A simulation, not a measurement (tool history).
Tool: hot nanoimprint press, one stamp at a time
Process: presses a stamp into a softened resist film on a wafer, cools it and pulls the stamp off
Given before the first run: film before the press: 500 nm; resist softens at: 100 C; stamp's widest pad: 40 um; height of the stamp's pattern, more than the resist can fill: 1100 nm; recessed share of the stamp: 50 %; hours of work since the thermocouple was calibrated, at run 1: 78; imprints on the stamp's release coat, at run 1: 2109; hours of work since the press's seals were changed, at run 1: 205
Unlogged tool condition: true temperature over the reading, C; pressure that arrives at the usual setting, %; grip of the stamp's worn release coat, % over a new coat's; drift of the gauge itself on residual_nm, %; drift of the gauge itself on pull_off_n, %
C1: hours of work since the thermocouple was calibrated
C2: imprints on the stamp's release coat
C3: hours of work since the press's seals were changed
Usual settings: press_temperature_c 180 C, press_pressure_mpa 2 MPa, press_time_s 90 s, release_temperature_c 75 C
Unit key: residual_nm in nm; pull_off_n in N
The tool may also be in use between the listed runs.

{"run": 1, "hour": 0.0, "press_temperature_c": 180, "press_pressure_mpa": 2, "press_time_s": 90, "release_temperature_c": 75, "C1": 78, "C2": 2109, "C3": 205, "residual_nm": 282.4, "pull_off_n": 243}
{"run": 2, "hour": 21.5, "press_temperature_c": 180, "press_pressure_mpa": 2, "press_time_s": 90, "release_temperature_c": 75, "C1": 86, "C2": 2168, "C3": 213, "residual_nm": 283.7, "pull_off_n": 239}
{"run": 3, "hour": 33.7, "press_temperature_c": 180, "press_pressure_mpa": 2, "press_time_s": 90, "release_temperature_c": 75, "C1": 91, "C2": 2201, "C3": 218, "residual_nm": 281, "pull_off_n": 236}
{"run": 4, "hour": 46.1, "press_temperature_c": 180, "press_pressure_mpa": 1.69, "press_time_s": 90, "release_temperature_c": 75, "C1": 96, "C2": 2235, "C3": 223, "residual_nm": 300.8, "pull_off_n": 238}
{"run": 5, "hour": 64.6, "press_temperature_c": 180, "press_pressure_mpa": 1.69, "press_time_s": 90, "release_temperature_c": 75, "C1": 104, "C2": 2285, "C3": 231, "residual_nm": 301.6, "pull_off_n": 237}
{"run": 6, "hour": 76.1, "press_temperature_c": 180, "press_pressure_mpa": 2, "press_time_s": 90, "release_temperature_c": 73, "C1": 109, "C2": 2316, "C3": 236, "residual_nm": 283.4, "pull_off_n": 247}
{"hour": 91.4, "done": "stamp cleaned and given a new release coat"}
{"run": 7, "hour": 100.7, "press_temperature_c": 180, "press_pressure_mpa": 2, "press_time_s": 90, "release_temperature_c": 73, "C1": 116, "C2": 26, "C3": 243, "residual_nm": 281.1, "pull_off_n": 242}
{"run": 8, "hour": 111.8, "press_temperature_c": 180, "press_pressure_mpa": 2, "press_time_s": 90, "release_temperature_c": 75, "C1": 121, "C2": 56, "C3": 248, "residual_nm": 281.5, "pull_off_n": 230}
{"run": 9, "hour": 134.1, "press_temperature_c": 180, "press_pressure_mpa": 2, "press_time_s": 90, "release_temperature_c": 75, "C1": 130, "C2": 116, "C3": 257, "residual_nm": 282.3, "pull_off_n": 229}
{"run": 10, "hour": 150.0, "press_temperature_c": 180, "press_pressure_mpa": 2, "press_time_s": 90, "release_temperature_c": 75, "C1": 136, "C2": 160, "C3": 263, "residual_nm": 280.8, "pull_off_n": 228}
{"run": 11, "hour": 164.7, "press_temperature_c": 180, "press_pressure_mpa": 2, "press_time_s": 90, "release_temperature_c": 67, "C1": 142, "C2": 199, "C3": 269, "residual_nm": 281, "pull_off_n": 262}
{"run": 12, "hour": 175.4, "press_temperature_c": 180, "press_pressure_mpa": 2, "press_time_s": 97, "release_temperature_c": 67, "C1": 146, "C2": 229, "C3": 273, "residual_nm": 272.3, "pull_off_n": 254}
{"run": 13, "hour": 193.5, "press_temperature_c": 180, "press_pressure_mpa": 2, "press_time_s": 97, "release_temperature_c": 67, "C1": 154, "C2": 278, "C3": 281, "residual_nm": 275.5, "pull_off_n": 248}
{"run": 14, "hour": 212.9, "press_temperature_c": 180, "press_pressure_mpa": 2, "press_time_s": 90, "release_temperature_c": 75, "C1": 162, "C2": 331, "C3": 289, "residual_nm": 279.5, "pull_off_n": 224}
{"run": 15, "hour": 228.6, "press_temperature_c": 180, "press_pressure_mpa": 2, "press_time_s": 90, "release_temperature_c": 75, "C1": 168, "C2": 373, "C3": 295, "residual_nm": 280.1, "pull_off_n": 232}
{"run": 16, "hour": 252.2, "press_temperature_c": 180, "press_pressure_mpa": 2, "press_time_s": 90, "release_temperature_c": 75, "C1": 177, "C2": 437, "C3": 304, "residual_nm": 280.3, "pull_off_n": 231}
{"run": 17, "hour": 274.4, "press_temperature_c": 191, "press_pressure_mpa": 2, "press_time_s": 53, "release_temperature_c": 75, "C1": 186, "C2": 498, "C3": 313, "residual_nm": 253.4, "pull_off_n": 231}
{"run": 18, "hour": 284.9, "press_temperature_c": 173, "press_pressure_mpa": 2, "press_time_s": 70, "release_temperature_c": 75, "C1": 191, "C2": 526, "C3": 318, "residual_nm": 352.8, "pull_off_n": 232}
{"run": 19, "hour": 304.5, "press_temperature_c": 189, "press_pressure_mpa": 1.72, "press_time_s": 112, "release_temperature_c": 61, "C1": 199, "C2": 579, "C3": 326, "residual_nm": 218.8, "pull_off_n": 273}
{"run": 20, "hour": 328.6, "press_temperature_c": 180, "press_pressure_mpa": 2, "press_time_s": 90, "release_temperature_c": 62, "C1": 208, "C2": 645, "C3": 335, "residual_nm": 277.8, "pull_off_n": 275}
{"run": 21, "hour": 350.2, "press_temperature_c": 180, "press_pressure_mpa": 2.36, "press_time_s": 90, "release_temperature_c": 75, "C1": 217, "C2": 704, "C3": 344, "residual_nm": 259.9, "pull_off_n": 234}
{"run": 22, "hour": 369.3, "press_temperature_c": 190, "press_pressure_mpa": 1.96, "press_time_s": 83, "release_temperature_c": 63, "C1": 225, "C2": 755, "C3": 352, "residual_nm": 224.4, "pull_off_n": 275}
{"run": 23, "hour": 385.3, "press_temperature_c": 190, "press_pressure_mpa": 2.21, "press_time_s": 83, "release_temperature_c": 71, "C1": 231, "C2": 799, "C3": 358, "residual_nm": 211.3, "pull_off_n": 248}
{"run": 24, "hour": 404.9, "press_temperature_c": 180, "press_pressure_mpa": 2.65, "press_time_s": 94, "release_temperature_c": 82, "C1": 239, "C2": 852, "C3": 366, "residual_nm": 242.1, "pull_off_n": 212}
{"run": 25, "hour": 428.1, "press_temperature_c": 172, "press_pressure_mpa": 2, "press_time_s": 102, "release_temperature_c": 75, "C1": 249, "C2": 915, "C3": 376, "residual_nm": 323.7, "pull_off_n": 227}
{"run": 26, "hour": 451.5, "press_temperature_c": 172, "press_pressure_mpa": 2, "press_time_s": 102, "release_temperature_c": 75, "C1": 258, "C2": 979, "C3": 385, "residual_nm": 326.3, "pull_off_n": 229}
{"run": 27, "hour": 463.7, "press_temperature_c": 172, "press_pressure_mpa": 2, "press_time_s": 102, "release_temperature_c": 75, "C1": 263, "C2": 1012, "C3": 390, "residual_nm": 326.6, "pull_off_n": 233}
{"run": 28, "hour": 479.1, "press_temperature_c": 180, "press_pressure_mpa": 2, "press_time_s": 68, "release_temperature_c": 75, "C1": 269, "C2": 1054, "C3": 396, "residual_nm": 303.4, "pull_off_n": 233}
{"run": 29, "hour": 496.4, "press_temperature_c": 180, "press_pressure_mpa": 2.9, "press_time_s": 90, "release_temperature_c": 67, "C1": 276, "C2": 1101, "C3": 403, "residual_nm": 237.7, "pull_off_n": 253}
{"run": 30, "hour": 515.2, "press_temperature_c": 180, "press_pressure_mpa": 1.56, "press_time_s": 90, "release_temperature_c": 75, "C1": 284, "C2": 1152, "C3": 411, "residual_nm": 304.9, "pull_off_n": 233}
{"hour": 528.6, "done": "gauge calibrated"}
{"run": 31, "hour": 534.6, "press_temperature_c": 191, "press_pressure_mpa": 2, "press_time_s": 45, "release_temperature_c": 75, "C1": 292, "C2": 1205, "C3": 419, "residual_nm": 271.9, "pull_off_n": 231}

Here are 3 independent what-if runs from the current tool condition. What would each one return?
{"run": "A", "hour": 546.8, "press_temperature_c": 180, "press_pressure_mpa": 2, "press_time_s": 90, "release_temperature_c": 82, "C1": 297, "C2": 1238, "C3": 424, "residual_nm": "?", "pull_off_n": "?"}
{"run": "B", "hour": 546.8, "press_temperature_c": 180, "press_pressure_mpa": 1.65, "press_time_s": 173, "release_temperature_c": 62, "C1": 297, "C2": 1238, "C3": 424, "residual_nm": "?", "pull_off_n": "?"}
{"run": "C", "hour": 546.8, "press_temperature_c": 174, "press_pressure_mpa": 1.48, "press_time_s": 45, "release_temperature_c": 62, "C1": 297, "C2": 1238, "C3": 424, "residual_nm": "?", "pull_off_n": "?"}

run=A residual_nm=282.8 pull_off_n=207
run=B residual_nm=245.3 pull_off_n=276
run=C residual_nm=410.3 pull_off_n=275
Without the tool's unlogged condition, the same runs would have read:
run=A residual_nm=282.9 pull_off_n=206
run=B residual_nm=245.3 pull_off_n=274
run=C residual_nm=410.5 pull_off_n=273

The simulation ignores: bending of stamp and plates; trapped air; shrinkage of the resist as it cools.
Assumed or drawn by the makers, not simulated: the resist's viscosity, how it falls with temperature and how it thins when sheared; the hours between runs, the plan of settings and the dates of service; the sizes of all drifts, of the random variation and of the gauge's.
